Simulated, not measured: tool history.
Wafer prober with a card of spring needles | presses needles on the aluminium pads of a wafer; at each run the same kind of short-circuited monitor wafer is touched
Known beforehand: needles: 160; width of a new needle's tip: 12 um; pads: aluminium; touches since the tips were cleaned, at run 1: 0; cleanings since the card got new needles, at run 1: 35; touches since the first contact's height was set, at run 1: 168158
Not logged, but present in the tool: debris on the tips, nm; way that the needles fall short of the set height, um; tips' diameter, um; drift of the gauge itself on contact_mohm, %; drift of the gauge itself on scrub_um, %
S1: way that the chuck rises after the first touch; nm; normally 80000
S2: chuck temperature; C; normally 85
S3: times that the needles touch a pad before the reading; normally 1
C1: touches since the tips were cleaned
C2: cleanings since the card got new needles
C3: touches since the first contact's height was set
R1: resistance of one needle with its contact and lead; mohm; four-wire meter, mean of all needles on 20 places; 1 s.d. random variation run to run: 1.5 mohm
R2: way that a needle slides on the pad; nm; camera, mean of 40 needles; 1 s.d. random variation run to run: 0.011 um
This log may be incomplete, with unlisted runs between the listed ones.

run	day	S1	S2	S3	C1	C2	C3	R1	R2
1	0.000	80000	85	1	0	35	168158	141	13170
2	0.908	80000	85	1	6306	35	174464	142	13180
# day 1.283: tips cleaned on abrasive film
# day 2.608: tips cleaned on abrasive film
3	2.825	80000	85	1	1497	37	187686	143	13160
# day 3.529: height of the first contact set anew
4	3.762	80000	85	1	7891	37	1596	143	13190
# day 4.046: tips cleaned on abrasive film
# day 5.454: tips cleaned on abrasive film
5	5.508	80000	85	1	400	39	13656	140	13200
# day 6.854: tips cleaned on abrasive film
6	7.592	80000	85	1	5114	40	28060	142	13200
# day 8.133: tips cleaned on abrasive film
7	8.933	80000	85	1	5528	41	37310	142	13220
# day 9.442: tips cleaned on abrasive film
# day 10.792: tips cleaned on abrasive film
8	10.967	80000	68	1	1211	43	51356	140	13230
# day 12.208: tips cleaned on abrasive film
9	12.217	80000	68	1	59	44	59985	138	13220
10	13.238	80000	68	1	7128	44	67054	137	13200
# day 13.558: tips cleaned on abrasive film
11	14.521	80000	49	1	6661	45	75924	135	13230
# day 14.850: tips cleaned on abrasive film
# day 16.183: tips cleaned on abrasive film
12	16.421	80000	49	1	1640	47	89040	137	13240
13	17.388	98000	49	1	8322	47	95722	136	16210
# day 17.562: tips cleaned on abrasive film
# day 18.867: tips cleaned on abrasive film
14	18.867	98000	49	1	7	49	105934	135	16220
# day 20.200: tips cleaned on abrasive film
15	20.200	98000	49	1	0	50	115126	131	16230
# day 21.571: tips cleaned on abrasive film
16	22.292	80000	35	1	4987	51	129605	133	13260
# day 22.971: tips cleaned on abrasive film
# day 23.517: gauge calibrated
# day 24.338: tips cleaned on abrasive film
17	24.396	85000	109	1	406	53	144120	144	14010
# day 25.625: tips cleaned on abrasive film
18	26.183	85000	109	1	3889	54	156497	146	14000
# day 26.983: tips cleaned on abrasive film
19	27.879	84000	93	1	6226	55	168219	143	13850
# day 28.354: tips cleaned on abrasive film
# day 29.638: tips cleaned on abrasive film
20	29.900	84000	93	1	1825	57	182168	143	13860
# day 30.954: tips cleaned on abrasive film
# day 31.325: height of the first contact set anew
21	32.083	69000	85	1	7748	58	5259	143	11380
# day 32.229: tips cleaned on abrasive film
# day 33.592: tips cleaned on abrasive film
22	34.112	69000	85	1	3600	60	19253	145	11390
# day 34.979: tips cleaned on abrasive film
23	35.004	84000	30	2	156	61	25402	131	13880
24	36.146	74000	38	2	8076	61	33322	134	12260

Consider 5 possible next runs. They are alternatives, not a sequence: every one starts from the tool as it was left by run 24. What does each give?
# day 36.296: tips cleaned on abrasive film
# day 37.604: tips cleaned on abrasive film
A	37.638	75000	38	2	254	63	43613	?	?
# day 36.296: tips cleaned on abrasive film
# day 37.604: tips cleaned on abrasive film
B	37.638	88000	34	2	254	63	43613	?	?
# day 36.296: tips cleaned on abrasive film
# day 37.604: tips cleaned on abrasive film
C	37.638	93000	123	3	254	63	43613	?	?
# day 36.296: tips cleaned on abrasive film
# day 37.604: tips cleaned on abrasive film
D	37.638	88000	79	2	254	63	43613	?	?
# day 36.296: tips cleaned on abrasive film
# day 37.604: tips cleaned on abrasive film
E	37.638	80000	85	1	254	63	43613	?	?

run	R1	R2
A	135	12390
B	132	14540
C	145	15370
D	138	14530
E	141	13230
Stripped of hidden state, with their random variation kept, the same runs would have yielded:
run	R1	R2
A	135	12340
B	132	14480
C	145	15310
D	138	14480
E	141	13180

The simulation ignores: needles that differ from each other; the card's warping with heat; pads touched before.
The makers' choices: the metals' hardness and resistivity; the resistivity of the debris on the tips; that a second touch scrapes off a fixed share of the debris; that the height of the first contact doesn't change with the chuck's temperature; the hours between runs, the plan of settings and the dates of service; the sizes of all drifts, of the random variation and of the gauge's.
